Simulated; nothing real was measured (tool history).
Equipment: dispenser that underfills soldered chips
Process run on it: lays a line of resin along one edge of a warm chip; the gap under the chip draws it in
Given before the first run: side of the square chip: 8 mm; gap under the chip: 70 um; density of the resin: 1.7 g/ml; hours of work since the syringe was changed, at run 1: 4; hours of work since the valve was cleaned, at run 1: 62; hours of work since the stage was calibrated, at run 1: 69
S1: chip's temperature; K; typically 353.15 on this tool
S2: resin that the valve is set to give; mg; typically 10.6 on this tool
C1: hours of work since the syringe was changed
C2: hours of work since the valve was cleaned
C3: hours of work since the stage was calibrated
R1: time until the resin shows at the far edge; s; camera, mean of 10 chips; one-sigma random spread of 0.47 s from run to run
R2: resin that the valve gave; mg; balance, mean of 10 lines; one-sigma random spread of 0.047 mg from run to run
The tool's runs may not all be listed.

run,day,S1,S2,C1,C2,C3,R1,R2
1,0,353.15,10.6,4,62,69,46,10.11
# day 0.175: new syringe of resin
2,0.362,353.15,10.6,3,68,75,45.7,10.06
# day 0.546: new syringe of resin
3,0.638,353.15,10.6,2,73,80,40.3,10.02
4,0.842,367.15,10.6,5,76,84,28.6,10.05
# day 0.908: new syringe of resin
5,1.192,367.15,10.6,5,82,90,27.1,9.95
# day 1.292: dispensing valve cleaned and set on the balance
# day 1.325: new syringe of resin
6,1.621,367.15,10.6,5,6,96,27.9,10.61
# day 1.696: new syringe of resin
7,1.917,361.15,10.6,4,11,102,32.7,10.58
# day 2.071: new syringe of resin
8,2.267,361.15,10.6,4,17,108,32.2,10.56
# day 2.45: new syringe of resin
9,2.617,361.15,10.6,3,23,114,29.9,10.47
# day 2.808: new syringe of resin
10,3.117,349.15,11.8,6,32,122,58.1,11.63
# day 3.196: new syringe of resin
# day 3.567: new syringe of resin
11,3.567,365.15,9.2,0,39,130,22.5,8.99
# day 3.946: new syringe of resin
12,3.967,356.15,10.8,0,46,137,32,10.51
13,4.208,366.15,13,5,51,141,27,12.6

Forecast each of these 5 alternatives for the next run:
# day 4.308: new syringe of resin
A,4.6,350.15,9.7,5,58,148,?,?
# day 4.308: new syringe of resin
B,4.6,363.15,10.6,5,58,148,?,?
# day 4.308: new syringe of resin
C,4.6,362.15,10,5,58,148,?,?
# day 4.308: new syringe of resin
D,4.6,341.15,10.6,5,58,148,?,?
# day 4.308: new syringe of resin
E,4.6,343.15,9.7,5,58,148,?,?

run,R1,R2
A,58.2,9.32
B,32.4,10.28
C,35.6,9.53
D,86,10.2
E,79.4,9.3
With the hidden condition removed and each run's random variation left untouched, the same runs would have given:
run,R1,R2
A,42.8,9.7
B,23.8,10.69
C,26,9.92
D,63.1,10.61
E,58,9.67
